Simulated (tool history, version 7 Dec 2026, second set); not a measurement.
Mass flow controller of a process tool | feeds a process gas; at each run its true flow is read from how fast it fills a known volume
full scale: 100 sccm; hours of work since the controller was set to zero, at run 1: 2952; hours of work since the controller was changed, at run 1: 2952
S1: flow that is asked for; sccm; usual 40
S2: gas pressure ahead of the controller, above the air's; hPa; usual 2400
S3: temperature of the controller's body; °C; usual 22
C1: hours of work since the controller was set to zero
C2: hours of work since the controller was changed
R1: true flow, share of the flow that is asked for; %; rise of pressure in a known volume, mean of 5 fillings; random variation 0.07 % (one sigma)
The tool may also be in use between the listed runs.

{"run": 1, "day": 0.0, "S1": 40, "S2": 2400, "S3": 22, "C1": 2952, "C2": 2952, "R1": 99.31}
{"run": 2, "day": 2.183, "S1": 40, "S2": 2400, "S3": 22, "C1": 2989, "C2": 2989, "R1": 99.28}
{"run": 3, "day": 5.358, "S1": 40, "S2": 2400, "S3": 22, "C1": 3042, "C2": 3042, "R1": 99.36}
{"run": 4, "day": 7.975, "S1": 40, "S2": 2400, "S3": 22, "C1": 3086, "C2": 3086, "R1": 99.28}
{"run": 5, "day": 10.788, "S1": 40, "S2": 2400, "S3": 22, "C1": 3133, "C2": 3133, "R1": 99.38}
{"run": 6, "day": 15.079, "S1": 15, "S2": 2590, "S3": 32, "C1": 3205, "C2": 3205, "R1": 99.99}
{"run": 7, "day": 20.183, "S1": 18, "S2": 2530, "S3": 32, "C1": 3290, "C2": 3290, "R1": 99.69}
{"run": 8, "day": 23.521, "S1": 23, "S2": 1790, "S3": 24, "C1": 3346, "C2": 3346, "R1": 100}
{"run": 9, "day": 28.525, "S1": 22, "S2": 1790, "S3": 33, "C1": 3430, "C2": 3430, "R1": 99.62}
{"run": 10, "day": 32.796, "S1": 17, "S2": 2070, "S3": 33, "C1": 3502, "C2": 3502, "R1": 100.18}

5 ways to go on from here, each from the tool as it stands after run 10. What would each give?
{"run": "A", "day": 35.092, "S1": 17, "S2": 1940, "S3": 20, "C1": 3540, "C2": 3540, "R1": "?"}
{"run": "B", "day": 35.092, "S1": 40, "S2": 1410, "S3": 31, "C1": 3540, "C2": 3540, "R1": "?"}
{"run": "C", "day": 35.092, "S1": 17, "S2": 1860, "S3": 33, "C1": 3540, "C2": 3540, "R1": "?"}
{"run": "D", "day": 35.092, "S1": 39, "S2": 1940, "S3": 28, "C1": 3540, "C2": 3540, "R1": "?"}
{"run": "E", "day": 35.092, "S1": 17, "S2": 1600, "S3": 25, "C1": 3540, "C2": 3540, "R1": "?"}

run=A R1=100.96
run=B R1=99.32
run=C R1=100.18
run=D R1=99.19
run=E R1=100.79
Without the tool's hidden state the same runs would have given:
run=A R1=98.18
run=B R1=98.37
run=C R1=97.4
run=D R1=98.2
run=E R1=98.01
